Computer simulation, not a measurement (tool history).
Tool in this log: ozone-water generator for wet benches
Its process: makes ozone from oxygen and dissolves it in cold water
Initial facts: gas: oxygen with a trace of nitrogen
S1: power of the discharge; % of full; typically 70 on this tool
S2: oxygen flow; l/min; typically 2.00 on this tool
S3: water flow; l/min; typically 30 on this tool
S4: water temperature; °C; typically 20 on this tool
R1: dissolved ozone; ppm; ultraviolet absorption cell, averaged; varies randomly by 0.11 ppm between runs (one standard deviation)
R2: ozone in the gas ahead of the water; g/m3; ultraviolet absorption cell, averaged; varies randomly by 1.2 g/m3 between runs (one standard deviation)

{"run": 1, "hour": 0.0, "S1": 70, "S2": 2.0, "S3": 30, "S4": 20, "R1": 6.3, "R2": 203.7}
{"run": 2, "hour": 138.5, "S1": 70, "S2": 2.0, "S3": 30, "S4": 20, "R1": 6.1, "R2": 202.0}
{"run": 3, "hour": 270.2, "S1": 70, "S2": 1.01, "S3": 30, "S4": 20, "R1": 4.5, "R2": 262.0}
{"run": 4, "hour": 437.8, "S1": 70, "S2": 1.01, "S3": 30, "S4": 18, "R1": 4.5, "R2": 257.8}
{"run": 5, "hour": 605.4, "S1": 70, "S2": 2.0, "S3": 18, "S4": 20, "R1": 11.2, "R2": 199.2}
{"run": 6, "hour": 710.7, "S1": 70, "S2": 2.0, "S3": 30, "S4": 20, "R1": 6.1, "R2": 196.4}
{"run": 7, "hour": 820.7, "S1": 70, "S2": 2.0, "S3": 30, "S4": 13, "R1": 6.4, "R2": 197.4}
{"run": 8, "hour": 993.5, "S1": 70, "S2": 2.0, "S3": 30, "S4": 13, "R1": 6.0, "R2": 197.6}
{"hour": 1010.0, "done": "contactor cleaned"}
{"run": 9, "hour": 1088.8, "S1": 70, "S2": 2.0, "S3": 30, "S4": 13, "R1": 5.6, "R2": 193.2}
{"run": 10, "hour": 1197.8, "S1": 70, "S2": 1.1, "S3": 30, "S4": 20, "R1": 4.2, "R2": 245.5}
{"run": 11, "hour": 1300.6, "S1": 48, "S2": 1.1, "S3": 30, "S4": 16, "R1": 3.3, "R2": 190.0}
{"run": 12, "hour": 1405.4, "S1": 48, "S2": 1.1, "S3": 30, "S4": 16, "R1": 3.3, "R2": 188.7}
{"run": 13, "hour": 1524.3, "S1": 57, "S2": 1.9, "S3": 31, "S4": 13, "R1": 4.6, "R2": 171.0}
{"hour": 1593.0, "done": "contactor cleaned, once more"}
{"run": 14, "hour": 1618.2, "S1": 57, "S2": 1.99, "S3": 42, "S4": 13, "R1": 3.5, "R2": 167.6}
{"run": 15, "hour": 1761.1, "S1": 57, "S2": 1.99, "S3": 42, "S4": 13, "R1": 3.6, "R2": 166.0}
{"run": 16, "hour": 1854.1, "S1": 70, "S2": 2.73, "S3": 30, "S4": 20, "R1": 7.2, "R2": 166.5}
{"hour": 1947.3, "done": "water thermometer calibrated"}
{"run": 17, "hour": 1986.1, "S1": 78, "S2": 2.73, "S3": 44, "S4": 20, "R1": 4.6, "R2": 174.7}
{"run": 18, "hour": 2150.8, "S1": 59, "S2": 1.89, "S3": 44, "S4": 20, "R1": 3.3, "R2": 170.0}
{"run": 19, "hour": 2221.5, "S1": 60, "S2": 1.08, "S3": 44, "S4": 15, "R1": 2.5, "R2": 216.0}

What if the next run were any one of these 5? Each begins from the tool's condition after run 19:
{"run": "A", "hour": 2314.4, "S1": 68, "S2": 1.08, "S3": 33, "S4": 15, "R1": "?", "R2": "?"}
{"run": "B", "hour": 2314.4, "S1": 66, "S2": 1.04, "S3": 44, "S4": 15, "R1": "?", "R2": "?"}
{"run": "C", "hour": 2314.4, "S1": 60, "S2": 1.63, "S3": 44, "S4": 15, "R1": "?", "R2": "?"}
{"run": "D", "hour": 2314.4, "S1": 69, "S2": 1.08, "S3": 25, "S4": 25, "R1": "?", "R2": "?"}
{"run": "E", "hour": 2314.4, "S1": 71, "S2": 1.08, "S3": 44, "S4": 15, "R1": "?", "R2": "?"}

run=A R1=4.2 R2=229.9
run=B R1=2.6 R2=230.7
run=C R1=3.1 R2=180.6
run=D R1=5.7 R2=234.8
run=E R1=2.6 R2=238.9
Without the tool's unlogged condition, the same runs would have read:
run=A R1=5.0 R2=272.5
run=B R1=3.1 R2=272.4
run=C R1=3.7 R2=210.9
run=D R1=6.9 R2=278.7
run=E R1=3.2 R2=284.5

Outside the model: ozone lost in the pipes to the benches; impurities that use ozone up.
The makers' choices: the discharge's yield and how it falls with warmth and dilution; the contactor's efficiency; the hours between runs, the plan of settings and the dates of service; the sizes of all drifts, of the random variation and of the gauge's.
